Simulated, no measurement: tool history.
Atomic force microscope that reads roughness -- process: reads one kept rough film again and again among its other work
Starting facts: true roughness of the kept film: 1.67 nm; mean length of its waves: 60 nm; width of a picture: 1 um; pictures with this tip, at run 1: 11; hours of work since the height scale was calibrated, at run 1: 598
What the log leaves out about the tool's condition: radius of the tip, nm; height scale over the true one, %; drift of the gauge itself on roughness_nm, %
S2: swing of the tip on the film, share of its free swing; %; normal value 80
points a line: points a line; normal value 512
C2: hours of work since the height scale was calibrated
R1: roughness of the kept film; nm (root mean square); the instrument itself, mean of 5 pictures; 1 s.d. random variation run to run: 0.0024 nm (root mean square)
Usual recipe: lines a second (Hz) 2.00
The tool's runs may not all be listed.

Run 1, hour 0.0: usual settings; pictures with this tip 11; C2 598. Result: R1 1.479 nm (root mean square).
Run 2, hour 33.4: usual settings; pictures with this tip 68; C2 616. Result: R1 1.470 nm (root mean square).
Run 3, hour 77.5: usual settings; pictures with this tip 144; C2 640. Result: R1 1.459 nm (root mean square).
Run 4, hour 109.5: usual settings; pictures with this tip 198; C2 658. Result: R1 1.459 nm (root mean square).
Run 5, hour 145.5: usual settings; pictures with this tip 260; C2 677. Result: R1 1.445 nm (root mean square).
At hour 195.4: new tip fitted.
Run 6, hour 195.4: usual settings; pictures with this tip 0; C2 704. Result: R1 1.484 nm (root mean square).
Run 7, hour 257.2: usual settings but lines a second (Hz) 0.61; pictures with this tip 106; C2 738. Result: R1 1.598 nm (root mean square).
Run 8, hour 290.4: usual settings but lines a second (Hz) 0.61; pictures with this tip 162; C2 756. Result: R1 1.591 nm (root mean square).
Run 9, hour 318.1: usual settings; pictures with this tip 209; C2 771. Result: R1 1.460 nm (root mean square).
Run 10, hour 376.7: usual settings; pictures with this tip 310; C2 803. Result: R1 1.445 nm (root mean square).
At hour 397.9: new tip fitted.
Run 11, hour 428.5: usual settings; pictures with this tip 52; C2 831. Result: R1 1.481 nm (root mean square).
Run 12, hour 488.5: usual settings but lines a second (Hz) 0.76; pictures with this tip 155; C2 864. Result: R1 1.584 nm (root mean square).
Run 13, hour 529.2: usual settings but lines a second (Hz) 0.76; pictures with this tip 224; C2 886. Result: R1 1.570 nm (root mean square).
Run 14, hour 586.6: usual settings but lines a second (Hz) 0.76; pictures with this tip 322; C2 918. Result: R1 1.559 nm (root mean square).
At hour 600.8: new tip fitted.
Run 15, hour 651.3: usual settings but lines a second (Hz) 0.76; pictures with this tip 87; C2 953. Result: R1 1.593 nm (root mean square).
Run 16, hour 702.5: usual settings but lines a second (Hz) 0.76; pictures with this tip 174; C2 981. Result: R1 1.586 nm (root mean square).
Run 17, hour 730.0: usual settings but lines a second (Hz) 0.76; pictures with this tip 221; C2 996. Result: R1 1.573 nm (root mean square).
Run 18, hour 756.8: usual settings but points a line 333; pictures with this tip 267; C2 1010. Result: R1 1.452 nm (root mean square).
Run 19, hour 798.1: usual settings but points a line 333; pictures with this tip 337; C2 1033. Result: R1 1.447 nm (root mean square).
At hour 802.7: new tip fitted.
Run 20, hour 831.6: usual settings; pictures with this tip 49; C2 1051. Result: R1 1.493 nm (root mean square).
Run 21, hour 865.6: usual settings; pictures with this tip 108; C2 1070. Result: R1 1.487 nm (root mean square).
Run 22, hour 908.4: usual settings; pictures with this tip 181; C2 1093. Result: R1 1.472 nm (root mean square).
At hour 945.9: height scale calibrated on a step standard.
Run 23, hour 959.1: usual settings; pictures with this tip 265; C2 7. Result: R1 1.426 nm (root mean square).
Run 24, hour 987.5: usual settings; pictures with this tip 314; C2 23. Result: R1 1.421 nm (root mean square).
At hour 1005.0: new tip fitted.
Run 25, hour 1036.6: usual settings; pictures with this tip 54; C2 49. Result: R1 1.457 nm (root mean square).
Run 26, hour 1095.9: usual settings; pictures with this tip 155; C2 82. Result: R1 1.441 nm (root mean square).
Run 27, hour 1142.8: usual settings but points a line 256; pictures with this tip 235; C2 107. Result: R1 1.432 nm (root mean square).
Run 28, hour 1204.4: usual settings but lines a second (Hz) 1.14, S2 67 %; pictures with this tip 340; C2 141. Result: R1 1.549 nm (root mean square).
At hour 1209.4: new tip fitted.
Run 29, hour 1248.9: usual settings but lines a second (Hz) 1.14, S2 67 %; pictures with this tip 67; C2 165. Result: R1 1.585 nm (root mean square).
Run 30, hour 1287.8: usual settings but lines a second (Hz) 1.14, S2 67 %; pictures with this tip 134; C2 186. Result: R1 1.576 nm (root mean square).
Run 31, hour 1332.3: usual settings but lines a second (Hz) 3.54, S2 90 %, points a line 917; pictures with this tip 210; C2 211. Result: R1 1.191 nm (root mean square).
Run 32, hour 1379.0: usual settings but lines a second (Hz) 3.10, S2 82 %, points a line 377; pictures with this tip 289; C2 236. Result: R1 1.319 nm (root mean square).
At hour 1410.2: new tip fitted.
Run 33, hour 1441.0: usual settings but lines a second (Hz) 3.10, S2 82 %, points a line 627; pictures with this tip 52; C2 270. Result: R1 1.349 nm (root mean square).
Run 34, hour 1493.7: usual settings but lines a second (Hz) 1.24, S2 59 %, points a line 272; pictures with this tip 142; C2 298. Result: R1 1.596 nm (root mean square).
Run 35, hour 1545.0: usual settings but lines a second (Hz) 1.24, S2 59 %, points a line 272; pictures with this tip 230; C2 326. Result: R1 1.581 nm (root mean square).
Run 36, hour 1597.7: usual settings but lines a second (Hz) 1.24, S2 59 %, points a line 272; pictures with this tip 320; C2 355. Result: R1 1.571 nm (root mean square).
At hour 1611.7: new tip fitted.
Run 37, hour 1632.6: usual settings but lines a second (Hz) 1.24, S2 76 %, points a line 779; pictures with this tip 36; C2 374. Result: R1 1.555 nm (root mean square).
Run 38, hour 1697.0: usual settings but lines a second (Hz) 3.99, S2 63 %, points a line 288; pictures with this tip 146; C2 409. Result: R1 1.495 nm (root mean square).
Run 39, hour 1728.5: usual settings but lines a second (Hz) 2.26, S2 63 %, points a line 428; pictures with this tip 199; C2 426. Result: R1 1.543 nm (root mean square).
Run 40, hour 1757.8: usual settings but lines a second (Hz) 2.10, S2 76 %; pictures with this tip 249; C2 442. Result: R1 1.463 nm (root mean square).
At hour 1812.9: new tip fitted.
Run 41, hour 1812.9: usual settings but lines a second (Hz) 1.99, S2 76 %, points a line 886; pictures with this tip 0; C2 472. Result: R1 1.511 nm (root mean square).
Run 42, hour 1878.5: usual settings but lines a second (Hz) 3.70, S2 76 %, points a line 278; pictures with this tip 112; C2 508. Result: R1 1.380 nm (root mean square).
Run 43, hour 1920.3: usual settings but lines a second (Hz) 0.91, S2 65 %, points a line 692; pictures with this tip 184; C2 531. Result: R1 1.603 nm (root mean square).
Run 44, hour 1962.7: usual settings but lines a second (Hz) 0.71, S2 68 %; pictures with this tip 256; C2 554. Result: R1 1.592 nm (root mean square).
Run 45, hour 1989.3: usual settings but lines a second (Hz) 0.56, S2 61 %, points a line 381; pictures with this tip 302; C2 568. Result: R1 1.600 nm (root mean square).

Had the tool no unlogged condition, and each run kept its random variation, what would the results have been?
run     R1
  1  1.463
  2  1.462
  3  1.460
  4  1.467
  5  1.461
  6  1.463
  7  1.590
  8  1.592
  9  1.466
 10  1.465
 11  1.464
 12  1.579
 13  1.573
 14  1.576
 15  1.573
 16  1.579
 17  1.572
 18  1.457
 19  1.462
 20  1.466
 21  1.468
 22  1.462
 23  1.464
 24  1.464
 25  1.465
 26  1.462
 27  1.462
 28  1.595
 29  1.594
 30  1.594
 31  1.212
 32  1.352
 33  1.352
 34  1.611
 35  1.607
 36  1.610
 37  1.549
 38  1.504
 39  1.560
 40  1.485
 41  1.497
 42  1.382
 43  1.615
 44  1.613
 45  1.628

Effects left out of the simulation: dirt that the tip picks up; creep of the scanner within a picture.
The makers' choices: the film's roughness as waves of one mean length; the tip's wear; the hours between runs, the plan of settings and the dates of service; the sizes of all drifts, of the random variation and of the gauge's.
